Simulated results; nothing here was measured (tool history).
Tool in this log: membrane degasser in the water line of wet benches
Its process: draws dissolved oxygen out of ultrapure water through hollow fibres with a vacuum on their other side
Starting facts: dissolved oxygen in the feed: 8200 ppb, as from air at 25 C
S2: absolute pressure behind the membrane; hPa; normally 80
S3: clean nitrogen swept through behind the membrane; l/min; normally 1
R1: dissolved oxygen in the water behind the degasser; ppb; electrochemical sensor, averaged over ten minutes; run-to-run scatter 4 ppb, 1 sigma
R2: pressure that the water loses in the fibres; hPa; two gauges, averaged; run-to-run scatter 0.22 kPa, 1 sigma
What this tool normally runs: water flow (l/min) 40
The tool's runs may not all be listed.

run 1 day=0 | water_flow_(l/min)=40 S2=80 S3=1 | R1=446.3 R2=538.8
run 2 day=4.517 | water_flow_(l/min)=40 S2=80 S3=1 | R1=444 R2=537.9
run 3 day=9.721 | water_flow_(l/min)=40 S2=80 S3=1 | R1=446.8 R2=536.9
run 4 day=14.425 | water_flow_(l/min)=40 S2=80 S3=1 | R1=447.1 R2=535.3
run 5 day=20.85 | water_flow_(l/min)=40 S2=80 S3=1 | R1=452.8 R2=534.1
run 6 day=24.062 | water_flow_(l/min)=40 S2=80 S3=1 | R1=448.4 R2=543.3
run 7 day=31.012 | water_flow_(l/min)=40 S2=80 S3=1.14 | R1=416.4 R2=541.6
run 8 day=34.346 | water_flow_(l/min)=40 S2=52.8 S3=1 | R1=245 R2=541.3
run 9 day=39.696 | water_flow_(l/min)=55 S2=80 S3=1 | R1=623.3 R2=745.1
run 10 day=45.725 | water_flow_(l/min)=55 S2=80 S3=1 | R1=629.6 R2=746
run 11 day=50.462 | water_flow_(l/min)=55 S2=80 S3=1 | R1=626.8 R2=744.4
run 12 day=57.529 | water_flow_(l/min)=40 S2=80 S3=1 | R1=446.6 R2=545.7
run 13 day=62.321 | water_flow_(l/min)=40 S2=80 S3=1 | R1=453.3 R2=545.7
run 14 day=65.671 | water_flow_(l/min)=40 S2=80 S3=1 | R1=445.6 R2=546.2
run 15 day=71.071 | water_flow_(l/min)=40 S2=80 S3=1 | R1=446.5 R2=541.9
run 16 day=76.979 | water_flow_(l/min)=40 S2=80 S3=0.48 | R1=700.4 R2=544.7
run 17 day=80.954 | water_flow_(l/min)=40 S2=80 S3=0.48 | R1=697.8 R2=544.1
run 18 day=86.742 | water_flow_(l/min)=40 S2=134.9 S3=2.54 | R1=436.9 R2=548.9
run 19 day=90.254 | water_flow_(l/min)=40 S2=134.9 S3=2.54 | R1=430 R2=548.3
run 20 day=94.638 | water_flow_(l/min)=31 S2=187.4 S3=1 | R1=948.4 R2=421.2
run 21 day=100.125 | water_flow_(l/min)=31 S2=187.4 S3=1 | R1=936.7 R2=426.8
run 22 day=104.125 | water_flow_(l/min)=31 S2=187.4 S3=1 | R1=953.4 R2=425.9
run 23 day=107.667 | water_flow_(l/min)=25 S2=80 S3=0.5 | R1=454.1 R2=344.6
run 24 day=113.042 | water_flow_(l/min)=40 S2=62.6 S3=0.97 | R1=326 R2=551
run 25 day=119.025 | water_flow_(l/min)=40 S2=65.5 S3=0.72 | R1=415 R2=547.7
run 26 day=123.758 | water_flow_(l/min)=40 S2=65.5 S3=0.72 | R1=417.8 R2=550.1
-- day=127.317 seals of the vacuum lines changed
run 27 day=129.288 | water_flow_(l/min)=25 S2=53.9 S3=1 | R1=141.7 R2=349.2
run 28 day=133.471 | water_flow_(l/min)=30 S2=169.6 S3=0.81 | R1=977.8 R2=414.5
run 29 day=138.304 | water_flow_(l/min)=30 S2=169.6 S3=0.81 | R1=986.9 R2=413.4
run 30 day=143.312 | water_flow_(l/min)=39 S2=119 S3=1 | R1=724.1 R2=540
run 31 day=150.221 | water_flow_(l/min)=39 S2=119 S3=1 | R1=715.1 R2=539
run 32 day=156.504 | water_flow_(l/min)=39 S2=119 S3=1 | R1=714.9 R2=540.6
run 33 day=159.45 | water_flow_(l/min)=39 S2=88.9 S3=1.39 | R1=405.1 R2=539.4

For some of the steps in R2 from one run to the next: how much would appear even if the tool had no hidden state, given the settings, what came in and random variation, and how much remains for the hidden state plus any gauge scatter that the measured result and the result without hidden state don't share?
What the log doesn't record here: membrane still open, %; true pressure behind the membrane over the reading, kPa; air that leaks in behind the membrane, l/min; drift of the gauge itself on oxygen_ppb, %; drift of the gauge itself on loss_of_pressure_kpa, %.
Run 8 -> 9: water flow (l/min) 40 -> 55, S2 52.8 -> 80. R2 +203.8 hPa: hidden state +2.1, all else +201.7.
Run 23 -> 24: water flow (l/min) 25 -> 40, S2 80 -> 62.6, S3 0.5 -> 0.97. R2 +206.4 hPa: hidden state +4.2, all else +202.2.
Run 26 -> 27: water flow (l/min) 40 -> 25, S2 65.5 -> 53.9, S3 0.72 -> 1, seals of the vacuum lines changed. R2 -200.9 hPa: hidden state -4.1, all else -196.8.
Run 29 -> 30: water flow (l/min) 30 -> 39, S2 169.6 -> 119, S3 0.81 -> 1. R2 +126.6 hPa: hidden state +3.3, all else +123.3.
